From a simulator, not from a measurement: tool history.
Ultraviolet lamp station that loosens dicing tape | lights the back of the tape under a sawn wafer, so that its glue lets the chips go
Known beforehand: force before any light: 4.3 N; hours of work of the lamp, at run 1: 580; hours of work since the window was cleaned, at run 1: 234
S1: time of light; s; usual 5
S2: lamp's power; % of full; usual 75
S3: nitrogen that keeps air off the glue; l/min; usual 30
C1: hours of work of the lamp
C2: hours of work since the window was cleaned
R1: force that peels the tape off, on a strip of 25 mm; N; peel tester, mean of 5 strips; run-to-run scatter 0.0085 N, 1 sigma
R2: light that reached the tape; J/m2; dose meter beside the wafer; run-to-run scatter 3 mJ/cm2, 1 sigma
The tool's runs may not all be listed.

run	day	S1	S2	S3	C1	C2	R1	R2
1	0	5	75	30	580	234	0.464	3600
2	1.542	5	75	30	599	253	0.463	3570
3	3.646	5	75	13	624	278	0.788	3580
4	4.775	5	75	13	637	291	0.791	3550
5	6.733	5	75	13	661	315	0.818	3500
6	8.917	5	75	30	687	341	0.537	3470
7	10.658	5	75	30	707	362	0.53	3380
8	13.138	5	97	30	737	391	0.367	4300
9	14.375	5	65	30	752	406	0.663	2880
10	15.758	5	65	30	768	422	0.717	2810
11	16.967	5	75	30	783	437	0.583	3220
12	18.354	5	75	30	799	453	0.567	3190
13	19.979	5	67	26	819	473	0.745	2880
14	22.15	5	67	26	845	499	0.778	2800
15	24.292	3	66	26	870	524	1.491	1620

Predict the results of run 16:
16	25.358	8	66	39	883	537	?	?

{"run 16": {"R1": 0.317, "R2": 4370}}
Had the tool carried no hidden state, the very same run would have given R1 0.215 N, R2 6360 J/m2.

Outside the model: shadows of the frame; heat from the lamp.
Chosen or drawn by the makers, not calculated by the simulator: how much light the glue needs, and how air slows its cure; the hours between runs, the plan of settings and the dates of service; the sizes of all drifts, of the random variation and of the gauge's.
